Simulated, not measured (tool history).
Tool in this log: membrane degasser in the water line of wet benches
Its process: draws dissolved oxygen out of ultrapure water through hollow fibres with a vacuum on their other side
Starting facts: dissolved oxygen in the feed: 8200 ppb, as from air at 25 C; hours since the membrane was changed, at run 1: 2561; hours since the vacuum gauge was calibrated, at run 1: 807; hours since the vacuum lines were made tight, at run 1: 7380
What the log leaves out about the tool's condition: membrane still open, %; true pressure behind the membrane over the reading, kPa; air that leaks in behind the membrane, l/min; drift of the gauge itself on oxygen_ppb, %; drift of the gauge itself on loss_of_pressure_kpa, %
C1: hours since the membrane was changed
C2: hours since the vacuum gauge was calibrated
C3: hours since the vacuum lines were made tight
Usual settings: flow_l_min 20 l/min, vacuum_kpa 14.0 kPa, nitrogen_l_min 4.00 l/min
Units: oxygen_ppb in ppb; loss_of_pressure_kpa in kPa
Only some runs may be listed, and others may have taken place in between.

{"run": 1, "hour": 0.0, "flow_l_min": 20, "vacuum_kpa": 14.0, "nitrogen_l_min": 4.0, "C1": 2561, "C2": 807, "C3": 7380, "oxygen_ppb": 138.9, "loss_of_pressure_kpa": 35.11}
{"run": 2, "hour": 94.2, "flow_l_min": 20, "vacuum_kpa": 14.0, "nitrogen_l_min": 4.0, "C1": 2656, "C2": 901, "C3": 7474, "oxygen_ppb": 139.7, "loss_of_pressure_kpa": 34.71}
{"run": 3, "hour": 254.3, "flow_l_min": 20, "vacuum_kpa": 14.0, "nitrogen_l_min": 4.0, "C1": 2816, "C2": 1061, "C3": 7634, "oxygen_ppb": 139.4, "loss_of_pressure_kpa": 35.17}
{"run": 4, "hour": 424.5, "flow_l_min": 20, "vacuum_kpa": 14.0, "nitrogen_l_min": 4.0, "C1": 2986, "C2": 1231, "C3": 7804, "oxygen_ppb": 139.3, "loss_of_pressure_kpa": 35.03}
{"run": 5, "hour": 538.0, "flow_l_min": 20, "vacuum_kpa": 14.0, "nitrogen_l_min": 4.0, "C1": 3100, "C2": 1345, "C3": 7918, "oxygen_ppb": 138.8, "loss_of_pressure_kpa": 35.03}
{"run": 6, "hour": 690.4, "flow_l_min": 20, "vacuum_kpa": 14.0, "nitrogen_l_min": 4.0, "C1": 3252, "C2": 1497, "C3": 8070, "oxygen_ppb": 138.0, "loss_of_pressure_kpa": 35.16}
{"run": 7, "hour": 833.2, "flow_l_min": 15, "vacuum_kpa": 14.0, "nitrogen_l_min": 4.0, "C1": 3395, "C2": 1640, "C3": 8213, "oxygen_ppb": 100.7, "loss_of_pressure_kpa": 26.39}
{"run": 8, "hour": 1002.1, "flow_l_min": 20, "vacuum_kpa": 20.5, "nitrogen_l_min": 4.0, "C1": 3564, "C2": 1809, "C3": 8382, "oxygen_ppb": 214.5, "loss_of_pressure_kpa": 35.03}
{"run": 9, "hour": 1102.0, "flow_l_min": 20, "vacuum_kpa": 20.5, "nitrogen_l_min": 4.0, "C1": 3663, "C2": 1909, "C3": 8482, "oxygen_ppb": 211.0, "loss_of_pressure_kpa": 35.49}
{"run": 10, "hour": 1241.7, "flow_l_min": 20, "vacuum_kpa": 20.5, "nitrogen_l_min": 4.0, "C1": 3803, "C2": 2049, "C3": 8622, "oxygen_ppb": 215.0, "loss_of_pressure_kpa": 34.98}
{"run": 11, "hour": 1393.9, "flow_l_min": 20, "vacuum_kpa": 23.6, "nitrogen_l_min": 4.37, "C1": 3955, "C2": 2201, "C3": 8774, "oxygen_ppb": 231.0, "loss_of_pressure_kpa": 35.2}

Estimate the outcome of run 12 from the log above:
{"hour": 1477.0, "done": "seals of the vacuum lines changed"}
{"run": 12, "hour": 1550.0, "flow_l_min": 20, "vacuum_kpa": 23.6, "nitrogen_l_min": 4.37, "C1": 4109, "C2": 2355, "C3": 73, "oxygen_ppb": "?", "loss_of_pressure_kpa": "?"}

{"run 12": {"oxygen_ppb": 229.2, "loss_of_pressure_kpa": 35.13}}
On a tool with no hidden condition, and with the same random variation, this run would have come out at oxygen_ppb 229.1 ppb, loss_of_pressure_kpa 35.09 kPa.

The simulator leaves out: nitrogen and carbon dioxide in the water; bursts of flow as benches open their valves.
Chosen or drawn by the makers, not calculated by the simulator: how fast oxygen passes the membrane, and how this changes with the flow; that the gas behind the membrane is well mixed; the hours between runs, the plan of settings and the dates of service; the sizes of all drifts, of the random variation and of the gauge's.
